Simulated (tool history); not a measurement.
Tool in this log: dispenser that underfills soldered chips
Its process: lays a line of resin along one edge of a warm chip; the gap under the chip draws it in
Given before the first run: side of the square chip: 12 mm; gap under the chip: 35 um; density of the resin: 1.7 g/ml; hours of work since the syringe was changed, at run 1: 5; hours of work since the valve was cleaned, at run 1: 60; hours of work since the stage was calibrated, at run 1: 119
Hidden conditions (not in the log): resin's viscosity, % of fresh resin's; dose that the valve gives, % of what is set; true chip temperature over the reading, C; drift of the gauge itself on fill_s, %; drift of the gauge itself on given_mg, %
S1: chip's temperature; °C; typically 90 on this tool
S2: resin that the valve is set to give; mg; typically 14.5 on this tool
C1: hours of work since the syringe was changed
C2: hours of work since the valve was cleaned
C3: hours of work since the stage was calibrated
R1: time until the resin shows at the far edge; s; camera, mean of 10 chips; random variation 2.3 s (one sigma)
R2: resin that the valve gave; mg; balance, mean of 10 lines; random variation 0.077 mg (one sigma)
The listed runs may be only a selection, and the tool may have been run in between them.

| run | hour | S1 | S2 | C1 | C2 | C3 | R1 | R2 |
|---|---|---|---|---|---|---|---|---|
| 1 | 0 | 90 | 14.5 | 5 | 60 | 119 | 322.4 | 14.16 |
|  | 0.9 | new syringe of resin |
| 2 | 8.6 | 90 | 13.5 | 5 | 66 | 124 | 332.6 | 13.05 |
|  | 10.2 | new syringe of resin |
| 3 | 16.4 | 90 | 15.3 | 4 | 70 | 129 | 306.1 | 14.82 |
|  | 19.3 | new syringe of resin |
| 4 | 24.5 | 90 | 14.5 | 3 | 76 | 134 | 299.7 | 14.02 |
|  | 28.3 | new syringe of resin |
| 5 | 29.6 | 90 | 14.5 | 1 | 79 | 138 | 254.1 | 13.95 |
|  | 37 | new syringe of resin |
| 6 | 37 | 90 | 14.5 | 0 | 84 | 142 | 238.1 | 14.04 |
| 7 | 41 | 90 | 14.5 | 3 | 86 | 145 | 277.5 | 13.93 |
|  | 45.8 | new syringe of resin |
| 8 | 49.2 | 90 | 14.5 | 2 | 91 | 150 | 278 | 13.91 |
|  | 54.7 | new syringe of resin |
| 9 | 57.7 | 90 | 14.5 | 2 | 97 | 156 | 276.3 | 13.83 |
|  | 61.6 | dispensing valve cleaned and set on the balance |
| 10 | 62.6 | 90 | 14.5 | 5 | 1 | 158 | 318.5 | 14.36 |
|  | 64.4 | new syringe of resin |
| 11 | 67.9 | 90 | 15.2 | 2 | 4 | 161 | 280.7 | 15.33 |
| 12 | 71.6 | 90 | 15.2 | 5 | 6 | 164 | 328.2 | 15.06 |
|  | 73 | new syringe of resin |
| 13 | 78.5 | 90 | 15.2 | 4 | 11 | 168 | 301.7 | 15.23 |
|  | 81.7 | new syringe of resin |
| 14 | 85.4 | 79 | 17.1 | 2 | 15 | 173 | 415.4 | 16.86 |
|  | 90.8 | new syringe of resin |
| 15 | 91.7 | 103 | 15.9 | 1 | 19 | 177 | 162 | 15.75 |
| 16 | 96 | 96 | 13.2 | 3 | 22 | 180 | 243.4 | 13.01 |
|  | 99.5 | new syringe of resin |
| 17 | 102.9 | 90 | 14.5 | 2 | 26 | 184 | 281.8 | 14.25 |
|  | 108.4 | new syringe of resin |
| 18 | 109.8 | 88 | 13 | 1 | 31 | 188 | 279.4 | 12.74 |
|  | 116.9 | new syringe of resin |
| 19 | 117.9 | 100 | 15 | 1 | 36 | 193 | 176.1 | 14.73 |

Predict each of these 5 candidate next runs independently; none follows another, all start after run 19:
|  | 126.2 | new syringe of resin |
| A | 126.2 | 101 | 13.2 | 0 | 41 | 199 | ? | ? |
|  | 126.2 | new syringe of resin |
| B | 126.2 | 93 | 13.2 | 0 | 41 | 199 | ? | ? |
|  | 126.2 | new syringe of resin |
| C | 126.2 | 103 | 12.9 | 0 | 41 | 199 | ? | ? |
|  | 126.2 | new syringe of resin |
| D | 126.2 | 89 | 14.4 | 0 | 41 | 199 | ? | ? |
|  | 126.2 | new syringe of resin |
| E | 126.2 | 92 | 18.3 | 0 | 41 | 199 | ? | ? |

| run | R1 | R2 |
|---|---|---|
| A | 173.4 | 12.87 |
| B | 220.5 | 12.92 |
| C | 163.2 | 12.71 |
| D | 253 | 14.08 |
| E | 226.7 | 17.92 |
Take away the tool's hidden state, keep each run's random variation, and the runs would have read:
| run | R1 | R2 |
|---|---|---|
| A | 165.7 | 13.14 |
| B | 210.3 | 13.19 |
| C | 156 | 12.97 |
| D | 241.4 | 14.38 |
| E | 216.8 | 18.29 |

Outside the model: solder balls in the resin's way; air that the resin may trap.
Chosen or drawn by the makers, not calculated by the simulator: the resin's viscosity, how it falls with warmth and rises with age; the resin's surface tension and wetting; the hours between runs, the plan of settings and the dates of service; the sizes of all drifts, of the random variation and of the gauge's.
